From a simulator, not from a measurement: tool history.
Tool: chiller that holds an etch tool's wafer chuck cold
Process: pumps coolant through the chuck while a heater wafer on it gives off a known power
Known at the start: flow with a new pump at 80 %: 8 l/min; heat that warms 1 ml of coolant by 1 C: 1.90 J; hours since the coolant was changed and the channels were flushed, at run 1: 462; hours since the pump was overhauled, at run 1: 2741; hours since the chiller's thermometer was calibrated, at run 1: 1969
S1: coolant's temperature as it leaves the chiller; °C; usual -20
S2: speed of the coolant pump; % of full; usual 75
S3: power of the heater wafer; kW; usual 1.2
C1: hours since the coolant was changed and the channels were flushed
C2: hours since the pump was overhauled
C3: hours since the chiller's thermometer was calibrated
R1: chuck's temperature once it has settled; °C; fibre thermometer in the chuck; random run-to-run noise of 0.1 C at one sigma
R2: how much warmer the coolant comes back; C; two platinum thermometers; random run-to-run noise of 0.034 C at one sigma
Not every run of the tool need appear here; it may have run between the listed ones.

run 1 hour=0 | S1=-20 S2=75 S3=1.2 | C1=462 C2=2741 C3=1969 | R1=-8.4 R2=5.05
run 2 hour=59.9 | S1=-15 S2=75 S3=1.2 | C1=522 C2=2801 C3=2029 | R1=-3.4 R2=5.11
run 3 hour=119.9 | S1=-20 S2=75 S3=1.2 | C1=582 C2=2861 C3=2089 | R1=-8.3 R2=5.05
run 4 hour=166.9 | S1=-20 S2=75 S3=1.2 | C1=629 C2=2908 C3=2136 | R1=-8.2 R2=5.15
run 5 hour=265.3 | S1=-20 S2=75 S3=1.2 | C1=728 C2=3006 C3=2234 | R1=-8.2 R2=5.17
run 6 hour=332.4 | S1=-20 S2=75 S3=1.2 | C1=795 C2=3073 C3=2301 | R1=-8.3 R2=5.25
run 7 hour=407.7 | S1=-20 S2=75 S3=1.2 | C1=870 C2=3148 C3=2377 | R1=-8.2 R2=5.18
run 8 hour=460.4 | S1=-20 S2=75 S3=0.855 | C1=923 C2=3201 C3=2429 | R1=-11.8 R2=3.83
run 9 hour=533.4 | S1=-20 S2=75 S3=1.2 | C1=996 C2=3274 C3=2502 | R1=-8.2 R2=5.34
run 10 hour=581.1 | S1=-20 S2=75 S3=1.2 | C1=1044 C2=3322 C3=2550 | R1=-8.2 R2=5.3
run 11 hour=663.9 | S1=-20 S2=75 S3=1.2 | C1=1126 C2=3405 C3=2633 | R1=-8.2 R2=5.28
run 12 hour=722.9 | S1=-20 S2=75 S3=1.2 | C1=1185 C2=3464 C3=2692 | R1=-8.3 R2=5.33
run 13 hour=784.2 | S1=-20 S2=75 S3=1.088 | C1=1247 C2=3525 C3=2753 | R1=-9.4 R2=4.95
run 14 hour=853.8 | S1=-20 S2=75 S3=1.088 | C1=1316 C2=3595 C3=2823 | R1=-9.3 R2=4.9
run 15 hour=909.9 | S1=-27 S2=94 S3=1.028 | C1=1372 C2=3651 C3=2879 | R1=-18.5 R2=3.73
run 16 hour=952.7 | S1=-27 S2=94 S3=1.028 | C1=1415 C2=3693 C3=2922 | R1=-18.3 R2=3.8
run 17 hour=1041.5 | S1=-19 S2=79 S3=0.791 | C1=1504 C2=3782 C3=3011 | R1=-11.5 R2=3.54
-- hour=1134.1 gauge calibrated
run 18 hour=1140.7 | S1=-20 S2=91 S3=1.141 | C1=1603 C2=3881 C3=3110 | R1=-10.3 R2=3.93
run 19 hour=1213.1 | S1=-22 S2=85 S3=1.058 | C1=1676 C2=3954 C3=3182 | R1=-12.6 R2=3.94
run 20 hour=1267.4 | S1=-22 S2=85 S3=1.058 | C1=1730 C2=4008 C3=3236 | R1=-12.5 R2=3.98
run 21 hour=1354.1 | S1=-22 S2=85 S3=1.058 | C1=1817 C2=4095 C3=3323 | R1=-12.5 R2=4.04
run 22 hour=1413 | S1=-18 S2=76 S3=1.058 | C1=1875 C2=4154 C3=3382 | R1=-7.8 R2=4.52
-- hour=1457.8 chiller's thermometer calibrated
run 23 hour=1457.8 | S1=-18 S2=76 S3=1.058 | C1=1919 C2=4198 C3=0 | R1=-7.9 R2=4.53
run 24 hour=1523.2 | S1=-18 S2=73 S3=0.689 | C1=1985 C2=4263 C3=65 | R1=-11.1 R2=3.17
run 25 hour=1571.2 | S1=-18 S2=73 S3=0.689 | C1=2033 C2=4311 C3=113 | R1=-11.1 R2=3.13
run 26 hour=1642.8 | S1=-24 S2=80 S3=0.992 | C1=2104 C2=4383 C3=185 | R1=-14.7 R2=4.06
run 27 hour=1695 | S1=-20 S2=89 S3=1.712 | C1=2156 C2=4435 C3=237 | R1=-5.2 R2=6.28
run 28 hour=1746.1 | S1=-29 S2=77 S3=0.806 | C1=2208 C2=4486 C3=288 | R1=-21.2 R2=3.53

Here are 4 independent what-if runs from the current tool condition. What would each one return?
run A hour=1801 | S1=-10 S2=77 S3=0.806 | C1=2262 C2=4541 C3=343 | R1=? R2=?
run B hour=1801 | S1=-29 S2=98 S3=0.806 | C1=2262 C2=4541 C3=343 | R1=? R2=?
run C hour=1801 | S1=-18 S2=77 S3=0.806 | C1=2262 C2=4541 C3=343 | R1=? R2=?
run D hour=1801 | S1=-22 S2=77 S3=0.806 | C1=2262 C2=4541 C3=343 | R1=? R2=?

run=A R1=-2.2 R2=3.47
run=B R1=-22.5 R2=2.85
run=C R1=-10.2 R2=3.59
run=D R1=-14.2 R2=3.55
The same runs, with their run-to-run variation unchanged, on a tool lacking any hidden condition would have given:
run=A R1=-2.2 R2=3.23
run=B R1=-22.5 R2=2.61
run=C R1=-10.3 R2=3.35
run=D R1=-14.2 R2=3.3

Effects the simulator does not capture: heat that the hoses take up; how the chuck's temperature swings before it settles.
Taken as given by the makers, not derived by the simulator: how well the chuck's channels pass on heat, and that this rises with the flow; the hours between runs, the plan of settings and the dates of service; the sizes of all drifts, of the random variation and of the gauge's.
